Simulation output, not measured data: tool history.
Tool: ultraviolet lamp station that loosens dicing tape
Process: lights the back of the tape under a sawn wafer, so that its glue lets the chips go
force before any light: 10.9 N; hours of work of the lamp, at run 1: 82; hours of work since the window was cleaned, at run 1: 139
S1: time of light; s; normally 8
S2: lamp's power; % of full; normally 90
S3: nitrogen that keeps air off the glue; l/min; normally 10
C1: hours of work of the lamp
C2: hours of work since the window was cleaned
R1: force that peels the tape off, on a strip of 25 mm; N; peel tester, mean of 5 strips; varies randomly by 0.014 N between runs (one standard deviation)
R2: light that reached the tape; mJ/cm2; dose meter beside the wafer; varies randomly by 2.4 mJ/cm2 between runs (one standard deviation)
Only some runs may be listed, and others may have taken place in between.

Run 1, day 0: usual settings; C1 82; C2 139. Result: R1 0.844 N, R2 244 mJ/cm2.
Run 2, day 0.296: usual settings; C1 85; C2 142. Result: R1 0.844 N, R2 248 mJ/cm2.
Run 3, day 0.696: usual settings; C1 90; C2 146. Result: R1 0.837 N, R2 248 mJ/cm2.
Run 4, day 0.996: usual settings but S3 5 l/min; C1 93; C2 149. Result: R1 1.151 N, R2 241 mJ/cm2.
Run 5, day 1.208: usual settings but S3 5 l/min; C1 95; C2 151. Result: R1 1.189 N, R2 241 mJ/cm2.
Run 6, day 1.596: usual settings but S3 5 l/min; C1 99; C2 155. Result: R1 1.176 N, R2 242 mJ/cm2.
Run 7, day 1.771: usual settings but S2 80 % of full; C1 100; C2 157. Result: R1 1.093 N, R2 216 mJ/cm2.
Run 8, day 1.962: usual settings but S2 80 % of full; C1 102; C2 159. Result: R1 1.064 N, R2 213 mJ/cm2.
Run 9, day 2.175: usual settings but S2 80 % of full; C1 105; C2 161. Result: R1 1.124 N, R2 207 mJ/cm2.
Run 10, day 2.517: usual settings but S2 80 % of full; C1 108; C2 165. Result: R1 1.097 N, R2 211 mJ/cm2.
Run 11, day 2.817: usual settings but S2 80 % of full; C1 111; C2 168. Result: R1 1.092 N, R2 210 mJ/cm2.
Run 12, day 3.125: usual settings but S2 80 % of full; C1 114; C2 171. Result: R1 1.11 N, R2 214 mJ/cm2.
Run 13, day 3.292: usual settings; C1 116; C2 173. Result: R1 0.864 N, R2 238 mJ/cm2.
Run 14, day 3.612: usual settings; C1 119; C2 176. Result: R1 0.886 N, R2 237 mJ/cm2.
Run 15, day 3.867: usual settings but S2 80 % of full; C1 122; C2 178. Result: R1 1.109 N, R2 210 mJ/cm2.
Run 16, day 4.075: usual settings but S2 80 % of full; C1 124; C2 180. Result: R1 1.166 N, R2 212 mJ/cm2.
Run 17, day 4.25: usual settings but S2 67 % of full; C1 126; C2 182. Result: R1 1.648 N, R2 175 mJ/cm2.
Run 18, day 4.617: usual settings but S2 67 % of full; C1 129; C2 186. Result: R1 1.668 N, R2 176 mJ/cm2.
Run 19, day 4.892: usual settings but S3 7 l/min; C1 132; C2 189. Result: R1 1.033 N, R2 236 mJ/cm2.
Run 20, day 5.071: usual settings but S3 7 l/min; C1 134; C2 191. Result: R1 1.078 N, R2 233 mJ/cm2.
Run 21, day 5.325: usual settings but S3 7 l/min; C1 136; C2 193. Result: R1 1.03 N, R2 237 mJ/cm2.
Run 22, day 5.554: usual settings but S3 7 l/min; C1 139; C2 195. Result: R1 1.065 N, R2 235 mJ/cm2.
Run 23, day 5.938: usual settings but S1 10 s, S2 92 % of full, S3 5 l/min; C1 143; C2 199. Result: R1 0.709 N, R2 305 mJ/cm2.
Run 24, day 6.175: usual settings but S1 10 s, S2 92 % of full, S3 5 l/min; C1 145; C2 202. Result: R1 0.761 N, R2 302 mJ/cm2.
Run 25, day 6.404: usual settings but S2 94 % of full; C1 147; C2 204. Result: R1 0.822 N, R2 244 mJ/cm2.
Run 26, day 6.8: usual settings but S2 63 % of full; C1 151; C2 208. Result: R1 1.929 N, R2 163 mJ/cm2.
Run 27, day 7.008: usual settings but S1 11 s; C1 154; C2 210. Result: R1 0.414 N, R2 324 mJ/cm2.

Expected results for the next run?
Run 28, day 7.333: usual settings but S1 11 s; C1 157; C2 214. Result: R1 ?, R2 ?.

{"run 28": {"R1": 0.411, "R2": 323}}
Minus the tool's unlogged condition, the same run would have read R1 0.281 N, R2 373 mJ/cm2.
